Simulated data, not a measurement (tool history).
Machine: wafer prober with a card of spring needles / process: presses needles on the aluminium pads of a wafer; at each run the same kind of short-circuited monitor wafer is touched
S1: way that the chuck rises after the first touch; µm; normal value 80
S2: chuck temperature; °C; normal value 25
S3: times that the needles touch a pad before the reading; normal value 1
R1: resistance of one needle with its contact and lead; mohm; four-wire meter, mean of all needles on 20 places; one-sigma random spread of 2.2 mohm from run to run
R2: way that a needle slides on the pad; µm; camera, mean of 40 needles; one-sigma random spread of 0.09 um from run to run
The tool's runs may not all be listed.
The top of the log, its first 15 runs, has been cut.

run	hour	S1	S2	S3	R1	R2
16	103.4	80	25	1	263	20.32
17	112	80	25	1	269	20.29
18	117.5	80	25	1	273	20.41
# hour 120.3: tips cleaned on abrasive film
19	121.9	80	25	1	254	20.35
20	125.8	80	25	1	263	20.34
21	133.6	70	32	1	283	17.67
22	137.4	70	32	1	278	17.82
# hour 143.9: tips cleaned on abrasive film
23	146.3	78	64	3	267	19.83
24	150.6	78	64	3	267	19.86
25	155.7	78	64	3	273	19.76
26	161.5	70	60	1	286	17.78
# hour 168: tips cleaned on abrasive film
27	169.2	70	60	1	267	17.8
28	173.1	61	25	2	263	15.49
29	177.5	80	45	2	266	20.31
30	181.4	78	52	2	272	19.89
31	188.1	92	45	1	279	23.27
# hour 191.9: tips cleaned on abrasive film
32	192.2	73	55	3	263	18.62
33	197.1	81	43	3	259	20.55
34	202.2	81	43	3	261	20.7
35	209.1	68	81	2	284	17.07
36	213.9	97	67	3	268	24.58

Here are 3 independent what-if runs from the current tool condition. What would each one return?
# hour 215.4: tips cleaned on abrasive film
A	219.7	97	67	2	?	?
# hour 215.4: tips cleaned on abrasive film
B	219.7	80	52	1	?	?
# hour 215.4: tips cleaned on abrasive film
C	219.7	67	36	3	?	?

run	R1	R2
A	264	24.7
B	266	20.31
C	263	17
The same runs, with their run-to-run variation unchanged, on a tool lacking any hidden condition would have given:
run	R1	R2
A	261	24.86
B	257	20.46
C	259	17.15
